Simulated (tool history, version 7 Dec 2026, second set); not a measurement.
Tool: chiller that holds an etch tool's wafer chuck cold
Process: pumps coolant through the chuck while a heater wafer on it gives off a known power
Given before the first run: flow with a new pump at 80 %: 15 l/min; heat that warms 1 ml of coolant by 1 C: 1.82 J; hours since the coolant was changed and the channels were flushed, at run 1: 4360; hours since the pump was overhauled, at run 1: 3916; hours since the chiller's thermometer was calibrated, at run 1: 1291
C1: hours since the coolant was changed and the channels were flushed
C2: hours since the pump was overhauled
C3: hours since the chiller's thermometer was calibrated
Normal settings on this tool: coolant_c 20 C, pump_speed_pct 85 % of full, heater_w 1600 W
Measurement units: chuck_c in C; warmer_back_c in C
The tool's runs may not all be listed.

{"run": 1, "day": 0.0, "coolant_c": 20, "pump_speed_pct": 85, "heater_w": 1600, "C1": 4360, "C2": 3916, "C3": 1291, "chuck_c": 34.6, "warmer_back_c": 3.6}
{"run": 2, "day": 2.975, "coolant_c": 20, "pump_speed_pct": 85, "heater_w": 1600, "C1": 4432, "C2": 3988, "C3": 1363, "chuck_c": 34.6, "warmer_back_c": 3.52}
{"run": 3, "day": 5.679, "coolant_c": 20, "pump_speed_pct": 73, "heater_w": 1600, "C1": 4497, "C2": 4052, "C3": 1427, "chuck_c": 36.3, "warmer_back_c": 4.08}
{"run": 4, "day": 10.425, "coolant_c": 20, "pump_speed_pct": 73, "heater_w": 1600, "C1": 4610, "C2": 4166, "C3": 1541, "chuck_c": 36.3, "warmer_back_c": 4.18}
{"run": 5, "day": 13.592, "coolant_c": 20, "pump_speed_pct": 73, "heater_w": 1600, "C1": 4686, "C2": 4242, "C3": 1617, "chuck_c": 36.4, "warmer_back_c": 4.2}
{"run": 6, "day": 17.971, "coolant_c": 20, "pump_speed_pct": 73, "heater_w": 1600, "C1": 4792, "C2": 4347, "C3": 1722, "chuck_c": 36.5, "warmer_back_c": 4.14}
{"run": 7, "day": 21.604, "coolant_c": 20, "pump_speed_pct": 85, "heater_w": 1154, "C1": 4879, "C2": 4435, "C3": 1810, "chuck_c": 30.9, "warmer_back_c": 2.55}
{"run": 8, "day": 26.433, "coolant_c": 20, "pump_speed_pct": 85, "heater_w": 1639, "C1": 4995, "C2": 4551, "C3": 1926, "chuck_c": 35.3, "warmer_back_c": 3.66}
{"run": 9, "day": 30.05, "coolant_c": 20, "pump_speed_pct": 85, "heater_w": 1600, "C1": 5081, "C2": 4637, "C3": 2012, "chuck_c": 35.2, "warmer_back_c": 3.64}
{"run": 10, "day": 32.971, "coolant_c": 20, "pump_speed_pct": 85, "heater_w": 1600, "C1": 5152, "C2": 4707, "C3": 2082, "chuck_c": 35.1, "warmer_back_c": 3.56}
{"run": 11, "day": 35.754, "coolant_c": 20, "pump_speed_pct": 85, "heater_w": 1600, "C1": 5218, "C2": 4774, "C3": 2149, "chuck_c": 35.4, "warmer_back_c": 3.6}
{"run": 12, "day": 39.05, "coolant_c": 20, "pump_speed_pct": 91, "heater_w": 1600, "C1": 5297, "C2": 4853, "C3": 2228, "chuck_c": 34.6, "warmer_back_c": 3.34}
{"day": 39.946, "done": "chiller's thermometer calibrated"}
{"run": 13, "day": 43.388, "coolant_c": 20, "pump_speed_pct": 91, "heater_w": 1600, "C1": 5401, "C2": 4956, "C3": 83, "chuck_c": 34.8, "warmer_back_c": 3.44}
{"run": 14, "day": 48.346, "coolant_c": 20, "pump_speed_pct": 85, "heater_w": 1600, "C1": 5520, "C2": 5075, "C3": 202, "chuck_c": 35.4, "warmer_back_c": 3.63}
{"run": 15, "day": 52.492, "coolant_c": 20, "pump_speed_pct": 85, "heater_w": 1600, "C1": 5619, "C2": 5175, "C3": 301, "chuck_c": 35.5, "warmer_back_c": 3.65}
{"day": 55.458, "done": "chiller's thermometer calibrated, once more"}
{"run": 16, "day": 55.912, "coolant_c": 20, "pump_speed_pct": 85, "heater_w": 1600, "C1": 5700, "C2": 5256, "C3": 11, "chuck_c": 35.5, "warmer_back_c": 3.69}
{"run": 17, "day": 60.221, "coolant_c": 20, "pump_speed_pct": 85, "heater_w": 1600, "C1": 5804, "C2": 5359, "C3": 114, "chuck_c": 35.4, "warmer_back_c": 3.7}
{"run": 18, "day": 63.767, "coolant_c": 13, "pump_speed_pct": 84, "heater_w": 2277, "C1": 5889, "C2": 5445, "C3": 199, "chuck_c": 35, "warmer_back_c": 5.29}
{"run": 19, "day": 66.017, "coolant_c": 20, "pump_speed_pct": 86, "heater_w": 2266, "C1": 5943, "C2": 5499, "C3": 253, "chuck_c": 41.7, "warmer_back_c": 5.13}
{"run": 20, "day": 71.071, "coolant_c": 20, "pump_speed_pct": 86, "heater_w": 2266, "C1": 6064, "C2": 5620, "C3": 375, "chuck_c": 41.8, "warmer_back_c": 5.16}
{"run": 21, "day": 73.988, "coolant_c": 28, "pump_speed_pct": 86, "heater_w": 810, "C1": 6134, "C2": 5690, "C3": 445, "chuck_c": 35.7, "warmer_back_c": 1.81}
{"run": 22, "day": 78.758, "coolant_c": 28, "pump_speed_pct": 86, "heater_w": 810, "C1": 6248, "C2": 5804, "C3": 559, "chuck_c": 35.9, "warmer_back_c": 1.83}
{"run": 23, "day": 82.242, "coolant_c": 28, "pump_speed_pct": 86, "heater_w": 810, "C1": 6332, "C2": 5888, "C3": 643, "chuck_c": 36, "warmer_back_c": 1.86}
{"run": 24, "day": 84.6, "coolant_c": 11, "pump_speed_pct": 61, "heater_w": 1600, "C1": 6389, "C2": 5945, "C3": 699, "chuck_c": 30.5, "warmer_back_c": 5.16}
{"run": 25, "day": 88.467, "coolant_c": 11, "pump_speed_pct": 82, "heater_w": 837, "C1": 6481, "C2": 6037, "C3": 792, "chuck_c": 19.4, "warmer_back_c": 1.95}
{"run": 26, "day": 92.783, "coolant_c": 12, "pump_speed_pct": 63, "heater_w": 837, "C1": 6585, "C2": 6141, "C3": 896, "chuck_c": 22.2, "warmer_back_c": 2.59}
{"run": 27, "day": 96.021, "coolant_c": 18, "pump_speed_pct": 64, "heater_w": 1734, "C1": 6663, "C2": 6219, "C3": 973, "chuck_c": 38.5, "warmer_back_c": 5.26}
{"run": 28, "day": 101.017, "coolant_c": 20, "pump_speed_pct": 85, "heater_w": 945, "C1": 6783, "C2": 6339, "C3": 1093, "chuck_c": 29.5, "warmer_back_c": 2.18}
{"run": 29, "day": 103.762, "coolant_c": 15, "pump_speed_pct": 67, "heater_w": 945, "C1": 6849, "C2": 6404, "C3": 1159, "chuck_c": 26, "warmer_back_c": 2.72}
{"run": 30, "day": 106.012, "coolant_c": 15, "pump_speed_pct": 81, "heater_w": 929, "C1": 6903, "C2": 6458, "C3": 1213, "chuck_c": 24.6, "warmer_back_c": 2.26}
{"run": 31, "day": 110.462, "coolant_c": 25, "pump_speed_pct": 85, "heater_w": 2308, "C1": 7009, "C2": 6565, "C3": 1320, "chuck_c": 48.3, "warmer_back_c": 5.39}

Consider 4 possible next runs. They are alternatives, not a sequence: every one starts from the tool as it was left by run 31. What does each give?
{"run": "A", "day": 115.442, "coolant_c": 18, "pump_speed_pct": 93, "heater_w": 1932, "C1": 7129, "C2": 6685, "C3": 1440, "chuck_c": "?", "warmer_back_c": "?"}
{"run": "B", "day": 115.442, "coolant_c": 13, "pump_speed_pct": 85, "heater_w": 2308, "C1": 7129, "C2": 6685, "C3": 1440, "chuck_c": "?", "warmer_back_c": "?"}
{"run": "C", "day": 115.442, "coolant_c": 20, "pump_speed_pct": 89, "heater_w": 1600, "C1": 7129, "C2": 6685, "C3": 1440, "chuck_c": "?", "warmer_back_c": "?"}
{"run": "D", "day": 115.442, "coolant_c": 20, "pump_speed_pct": 67, "heater_w": 1617, "C1": 7129, "C2": 6685, "C3": 1440, "chuck_c": "?", "warmer_back_c": "?"}

run=A chuck_c=36.5 warmer_back_c=4.18
run=B chuck_c=36.3 warmer_back_c=5.42
run=C chuck_c=35.6 warmer_back_c=3.61
run=D chuck_c=38.9 warmer_back_c=4.76
Take away the tool's hidden state, keep each run's random variation, and the runs would have read:
run=A chuck_c=32.6 warmer_back_c=3.69
run=B chuck_c=31.4 warmer_back_c=4.78
run=C chuck_c=32.3 warmer_back_c=3.18
run=D chuck_c=35 warmer_back_c=4.19
